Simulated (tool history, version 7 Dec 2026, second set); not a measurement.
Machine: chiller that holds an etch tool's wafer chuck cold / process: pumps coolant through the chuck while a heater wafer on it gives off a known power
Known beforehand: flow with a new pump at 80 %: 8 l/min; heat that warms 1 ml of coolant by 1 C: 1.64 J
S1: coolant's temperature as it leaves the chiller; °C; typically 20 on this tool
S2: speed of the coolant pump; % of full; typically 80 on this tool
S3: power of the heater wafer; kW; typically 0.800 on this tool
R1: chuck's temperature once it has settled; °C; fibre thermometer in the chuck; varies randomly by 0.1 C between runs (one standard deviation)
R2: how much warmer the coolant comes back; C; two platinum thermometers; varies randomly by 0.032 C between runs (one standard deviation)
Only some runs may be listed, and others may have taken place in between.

| run | day | S1 | S2 | S3 | R1 | R2 |
|---|---|---|---|---|---|---|
| 1 | 0.000 | 20 | 80 | 0.800 | 31.8 | 3.82 |
| 2 | 2.700 | 20 | 80 | 0.800 | 31.8 | 3.74 |
| 3 | 5.467 | 20 | 87 | 0.800 | 30.9 | 3.52 |
| 4 | 7.567 | 20 | 87 | 0.800 | 31.1 | 3.50 |
| 5 | 11.350 | 20 | 87 | 0.800 | 31.2 | 3.50 |
| 6 | 14.450 | 20 | 87 | 0.800 | 31.2 | 3.49 |
| 7 | 16.612 | 20 | 80 | 0.800 | 32.0 | 3.76 |
| 8 | 20.029 | 20 | 80 | 0.800 | 32.2 | 3.81 |
| 9 | 23.892 | 20 | 80 | 0.800 | 32.1 | 3.79 |
| 10 | 25.833 | 20 | 80 | 0.800 | 32.0 | 3.90 |
| 11 | 29.062 | 20 | 80 | 0.800 | 32.0 | 3.84 |
| 12 | 31.821 | 20 | 80 | 0.800 | 32.1 | 3.75 |
|  | 32.683 | coolant changed, channels flushed |
| 13 | 34.396 | 20 | 80 | 0.800 | 31.5 | 3.83 |
| 14 | 37.671 | 20 | 82 | 0.800 | 31.1 | 3.77 |
| 15 | 40.088 | 20 | 80 | 0.658 | 29.4 | 3.18 |
| 16 | 44.096 | 11 | 80 | 0.800 | 22.5 | 3.85 |
| 17 | 46.804 | 11 | 80 | 0.800 | 22.6 | 3.84 |
| 18 | 48.917 | 20 | 98 | 0.800 | 29.8 | 3.21 |
| 19 | 51.392 | 13 | 94 | 0.762 | 22.6 | 3.08 |
|  | 51.904 | coolant pump overhauled |
| 20 | 55.146 | 13 | 94 | 0.762 | 22.6 | 3.16 |
| 21 | 59.792 | 10 | 97 | 1.017 | 22.7 | 4.09 |
| 22 | 63.967 | 10 | 97 | 1.017 | 22.7 | 4.14 |
| 23 | 66.892 | 10 | 97 | 1.017 | 22.7 | 4.09 |
| 24 | 70.379 | 30 | 67 | 0.451 | 37.9 | 2.65 |
| 25 | 73.383 | 19 | 93 | 0.431 | 25.0 | 1.81 |
| 26 | 77.012 | 19 | 93 | 0.431 | 25.0 | 1.82 |
|  | 77.633 | coolant pump overhauled, once more |
| 27 | 80.654 | 19 | 93 | 0.431 | 24.5 | 1.68 |
| 28 | 85.242 | 19 | 87 | 0.814 | 30.0 | 3.40 |
| 29 | 89.900 | 25 | 66 | 0.486 | 33.4 | 2.68 |
| 30 | 92.758 | 27 | 80 | 0.491 | 34.2 | 2.27 |

Estimate the outcome of run 31 from the log above:
| 31 | 97.025 | 20 | 78 | 0.609 | ? | ? |

{"run 31": {"R1": 29.1, "R2": 2.89}}
On a tool with no hidden condition, and with the same random variation, this run would have come out at R1 28.2 °C, R2 2.86 C.
